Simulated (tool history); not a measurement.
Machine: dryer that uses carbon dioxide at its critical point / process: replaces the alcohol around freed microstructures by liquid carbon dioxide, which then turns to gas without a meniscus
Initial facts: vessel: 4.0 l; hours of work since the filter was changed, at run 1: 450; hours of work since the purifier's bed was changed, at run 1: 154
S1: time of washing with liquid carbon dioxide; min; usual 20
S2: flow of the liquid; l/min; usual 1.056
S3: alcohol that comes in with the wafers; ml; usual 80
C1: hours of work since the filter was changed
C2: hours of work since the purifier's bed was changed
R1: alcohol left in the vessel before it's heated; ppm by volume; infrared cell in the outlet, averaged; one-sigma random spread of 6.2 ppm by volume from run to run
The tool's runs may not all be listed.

run,hour,S1,S2,S3,C1,C2,R1
1,0,20,1.056,80,450,154,555
2,9.3,20,1.056,80,454,159,553
3,13.3,20,1.056,80,456,161,559
4,22.3,20,1.056,80,461,165,564
5,30.1,20,1.056,21,465,169,191
6,36.7,12,1.056,80,468,173,2358
7,42.9,12,1.056,80,471,176,2275
8,49.7,12,1.056,80,474,179,2278
9,53.9,12,1.056,80,477,181,2307
10,63.1,20,1.056,80,481,186,578
11,70.7,20,1.056,80,485,190,598
12,77.8,29,1.056,80,488,193,170
13,82.9,20,1.056,27,491,196,241
14,87.2,20,1.02,80,493,198,658
15,93.8,20,0.88,80,496,201,1059
16,102.7,20,1.056,80,501,205,620
17,107.4,20,1.15,80,503,208,469
18,115,20,1.15,80,507,212,441
19,123.3,26,1.056,80,511,216,249
20,129.2,20,1.056,80,514,219,614
# hour 137.3: inlet filter changed
21,139,20,1.056,80,1,223,305
22,143,20,1.056,80,3,225,307
23,152.1,20,1.056,80,7,229,296
24,156.7,20,1.056,80,10,232,310
25,164,20,1.056,80,13,235,321
26,171.8,20,1.056,80,17,239,316
27,176.7,15,1.43,80,20,242,302
28,182.3,15,1.43,80,22,244,295
29,189.9,15,1.43,28,26,248,145
30,196.3,15,1.43,28,29,251,150
31,201.8,20,0.84,52,32,254,458
32,211.1,12,1.13,23,37,259,426
33,215.2,21,0.77,65,39,261,666
34,223.1,21,0.77,65,43,265,659
35,230.9,21,1.056,80,47,269,281
36,239.7,21,1.056,80,51,273,293
37,244.2,29,1.02,80,53,275,122
38,251.8,22,1.31,27,57,279,85
39,259.2,19,0.65,80,61,283,1687
40,263.8,14,1.44,22,63,285,165
41,267.6,15,1.056,80,65,287,865
42,276.3,16,0.88,80,69,291,1250
43,282.4,13,1.44,66,72,294,427
44,291.6,13,1.44,66,77,299,446
45,299.9,13,1.44,33,81,303,269
46,307.1,13,1.44,33,84,307,254
47,315.2,14,1.056,21,88,311,338
48,320.1,23,1.5,66,91,313,99

Forecast each of these 3 alternatives for the next run:
A,326.2,23,1.5,25,94,316,?
B,326.2,30,1.43,66,94,316,?
C,326.2,28,0.76,33,94,316,?

run,R1
A,88
B,81
C,203
What these runs would have given with no unlogged condition in the tool:
run,R1
A,8
B,2
C,107

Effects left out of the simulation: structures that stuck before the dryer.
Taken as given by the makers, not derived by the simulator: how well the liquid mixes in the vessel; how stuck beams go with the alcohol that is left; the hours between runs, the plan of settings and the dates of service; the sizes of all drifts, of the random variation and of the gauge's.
